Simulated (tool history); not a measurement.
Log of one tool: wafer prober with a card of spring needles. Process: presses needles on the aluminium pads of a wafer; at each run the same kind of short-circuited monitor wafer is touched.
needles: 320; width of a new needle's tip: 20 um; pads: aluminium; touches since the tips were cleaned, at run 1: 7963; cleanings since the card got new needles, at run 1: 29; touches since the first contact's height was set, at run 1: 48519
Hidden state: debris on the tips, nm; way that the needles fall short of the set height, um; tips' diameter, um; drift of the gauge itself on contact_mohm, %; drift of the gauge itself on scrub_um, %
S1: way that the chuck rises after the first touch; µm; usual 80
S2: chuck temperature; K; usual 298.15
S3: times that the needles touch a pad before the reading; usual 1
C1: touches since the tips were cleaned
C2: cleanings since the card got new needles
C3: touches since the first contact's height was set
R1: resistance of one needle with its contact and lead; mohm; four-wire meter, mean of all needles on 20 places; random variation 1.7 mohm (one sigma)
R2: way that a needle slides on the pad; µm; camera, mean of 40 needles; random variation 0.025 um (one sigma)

Run 1, day 0: usual settings; C1 7963; C2 29; C3 48519. Result: R1 205 mohm, R2 21.83 µm.
At day 0.179: tips cleaned on abrasive film.
At day 1.067: tips cleaned on abrasive film.
At day 1.779: tips cleaned on abrasive film.
Run 2, day 1.779: usual settings; C1 0; C2 32; C3 68822. Result: R1 174 mohm, R2 21.79 µm.
At day 2.629: tips cleaned on abrasive film.
At day 2.996: height of the first contact set anew.
At day 3.417: tips cleaned on abrasive film.
Run 3, day 3.979: usual settings but S1 75 µm; C1 6461; C2 34; C3 11275. Result: R1 202 mohm, R2 20.57 µm.
At day 4.129: tips cleaned on abrasive film.
At day 4.983: tips cleaned on abrasive film.
At day 5.729: tips cleaned on abrasive film.
Run 4, day 5.729: usual settings but S1 75 µm; C1 0; C2 37; C3 31246. Result: R1 176 mohm, R2 20.5 µm.
At day 6.542: tips cleaned on abrasive film.
Run 5, day 7.15: usual settings but S1 75 µm; C1 6981; C2 38; C3 47533. Result: R1 207 mohm, R2 20.43 µm.
At day 7.329: tips cleaned on abrasive film.
At day 8.162: tips cleaned on abrasive film.
At day 9.046: tips cleaned on abrasive film.
At day 9.854: tips cleaned on abrasive film.
Run 6, day 9.854: usual settings but S1 75 µm; C1 0; C2 42; C3 78456. Result: R1 171 mohm, R2 20.31 µm.
At day 10.221: height of the first contact set anew.
At day 10.738: tips cleaned on abrasive film.
At day 11.608: tips cleaned on abrasive film.
Run 7, day 11.662: usual settings but S1 75 µm; C1 638; C2 44; C3 16501. Result: R1 173 mohm, R2 20.56 µm.
At day 12.492: tips cleaned on abrasive film.
At day 13.371: tips cleaned on abrasive film.
At day 14.217: tips cleaned on abrasive film.
Run 8, day 14.383: usual settings but S1 75 µm, S2 353.15 K; C1 1897; C2 47; C3 47621. Result: R1 195 mohm, R2 20.45 µm.
At day 15.008: tips cleaned on abrasive film.
At day 15.75: tips cleaned on abrasive film.
Run 9, day 16.454: usual settings but S1 75 µm, S2 353.15 K; C1 8085; C2 49; C3 71367. Result: R1 216 mohm, R2 20.33 µm.
At day 16.583: tips cleaned on abrasive film.
At day 17.3: height of the first contact set anew.
At day 17.479: tips cleaned on abrasive film.
At day 18.304: tips cleaned on abrasive film.
Run 10, day 18.992: usual settings but S2 322.15 K; C1 7897; C2 52; C3 19346. Result: R1 208 mohm, R2 21.91 µm.
At day 19.171: tips cleaned on abrasive film.
At day 19.975: tips cleaned on abrasive film.
At day 20.758: tips cleaned on abrasive film.
Run 11, day 21.362: usual settings; C1 6935; C2 55; C3 46465. Result: R1 204 mohm, R2 21.81 µm.
At day 21.542: tips cleaned on abrasive film.
At day 22.4: tips cleaned on abrasive film.
At day 23.221: tips cleaned on abrasive film.
Run 12, day 23.221: usual settings; C1 0; C2 58; C3 67727. Result: R1 172 mohm, R2 21.69 µm.
At day 24.046: tips cleaned on abrasive film.
At day 24.383: height of the first contact set anew.
At day 24.867: tips cleaned on abrasive film.
Run 13, day 24.958: usual settings but S1 91 µm; C1 1053; C2 60; C3 6567. Result: R1 177 mohm, R2 24.96 µm.
At day 25.629: tips cleaned on abrasive film.
At day 26.462: tips cleaned on abrasive film.
At day 27.304: tips cleaned on abrasive film.
Run 14, day 27.917: usual settings; C1 7035; C2 63; C3 40450. Result: R1 203 mohm, R2 21.85 µm.
At day 28.079: tips cleaned on abrasive film.
At day 28.95: tips cleaned on abrasive film.
At day 29.762: tips cleaned on abrasive film.
Run 15, day 30.225: usual settings; C1 5307; C2 66; C3 66852. Result: R1 197 mohm, R2 21.74 µm.
At day 30.533: tips cleaned on abrasive film.
At day 31.371: tips cleaned on abrasive film.
At day 31.558: height of the first contact set anew.
At day 32.204: tips cleaned on abrasive film.
Run 16, day 32.583: usual settings but S1 94 µm; C1 4339; C2 69; C3 11718. Result: R1 190 mohm, R2 25.8 µm.
At day 32.938: tips cleaned on abrasive film.
At day 33.788: tips cleaned on abrasive film.
At day 34.621: tips cleaned on abrasive film.
Run 17, day 34.621: usual settings but S1 94 µm; C1 0; C2 72; C3 35006. Result: R1 168 mohm, R2 25.66 µm.
At day 35.442: tips cleaned on abrasive film.
Run 18, day 36.079: usual settings but S1 77 µm; C1 7291; C2 73; C3 51724. Result: R1 209 mohm, R2 20.96 µm.
At day 36.258: tips cleaned on abrasive film.
At day 37: tips cleaned on abrasive film.
Run 19, day 37.662: usual settings but S1 93 µm, S2 347.15 K, S3 2; C1 7591; C2 75; C3 69841. Result: R1 194 mohm, R2 25.33 µm.
At day 37.825: tips cleaned on abrasive film.
At day 38.696: tips cleaned on abrasive film.
At day 38.708: height of the first contact set anew.
At day 39.567: tips cleaned on abrasive film.
Run 20, day 40.246: usual settings but S1 93 µm, S2 312.15 K, S3 3; C1 7815; C2 78; C3 17621. Result: R1 178 mohm, R2 25.57 µm.
At day 40.429: tips cleaned on abrasive film.
At day 41.188: tips cleaned on abrasive film.
Run 21, day 41.558: usual settings but S1 93 µm, S2 312.15 K, S3 3; C1 4280; C2 80; C3 32631. Result: R1 179 mohm, R2 25.49 µm.
At day 41.917: tips cleaned on abrasive film.
At day 42.733: tips cleaned on abrasive film.
Run 22, day 43.179: usual settings but S1 82 µm, S2 343.15 K, S3 3; C1 5132; C2 82; C3 51161. Result: R1 190 mohm, R2 22.41 µm.
At day 43.479: tips cleaned on abrasive film.
At day 44.312: tips cleaned on abrasive film.
At day 45.112: tips cleaned on abrasive film.
At day 45.829: height of the first contact set anew.
At day 45.958: tips cleaned on abrasive film.
Run 23, day 45.958: usual settings but S1 82 µm, S2 343.15 K, S3 3; C1 0; C2 86; C3 1444. Result: R1 179 mohm, R2 22.49 µm.
At day 46.75: tips cleaned on abrasive film.
At day 47.542: tips cleaned on abrasive film.
Run 24, day 47.975: usual settings but S1 63 µm, S2 302.15 K, S3 2; C1 4968; C2 88; C3 24540. Result: R1 204 mohm, R2 17.17 µm.
At day 48.304: tips cleaned on abrasive film.
At day 49.138: tips cleaned on abrasive film.
At day 49.967: tips cleaned on abrasive film.
Run 25, day 50.371: usual settings but S1 62 µm, S2 346.15 K; C1 4636; C2 91; C3 51928. Result: R1 225 mohm, R2 16.86 µm.
At day 50.679: tips cleaned on abrasive film.
At day 51.504: tips cleaned on abrasive film.
At day 52.362: tips cleaned on abrasive film.
At day 52.946: height of the first contact set anew.
Run 26, day 52.946: usual settings but S1 62 µm, S2 346.15 K; C1 6564; C2 94; C3 0. Result: R1 238 mohm, R2 17.04 µm.
At day 53.117: tips cleaned on abrasive film.
At day 53.925: tips cleaned on abrasive film.
At day 54.767: tips cleaned on abrasive film.
Run 27, day 55.108: usual settings but S2 365.15 K, S3 3; C1 3912; C2 97; C3 24711. Result: R1 189 mohm, R2 21.9 µm.
At day 55.542: tips cleaned on abrasive film.
At day 56.388: tips cleaned on abrasive film.
At day 57.258: tips cleaned on abrasive film.
Run 28, day 57.6: usual settings; C1 3926; C2 100; C3 53236. Result: R1 204 mohm, R2 21.74 µm.

Some steps in R1 between neighbouring runs. How much of each would the tool show without its hidden state too (settings, what came in, random variation), and how much is left for the hidden state, with any gauge scatter that isn't in both results?
Run 17 -> 18: S1 94 -> 77, tips cleaned on abrasive film. R1 +41 mohm: hidden state +39, all else +2.
Run 26 -> 27: S1 62 -> 80, S2 346.15 -> 365.15, S3 1 -> 3, tips cleaned on abrasive film, tips cleaned on abrasive film, tips cleaned on abrasive film. R1 -49 mohm: hidden state -46, all else -3.

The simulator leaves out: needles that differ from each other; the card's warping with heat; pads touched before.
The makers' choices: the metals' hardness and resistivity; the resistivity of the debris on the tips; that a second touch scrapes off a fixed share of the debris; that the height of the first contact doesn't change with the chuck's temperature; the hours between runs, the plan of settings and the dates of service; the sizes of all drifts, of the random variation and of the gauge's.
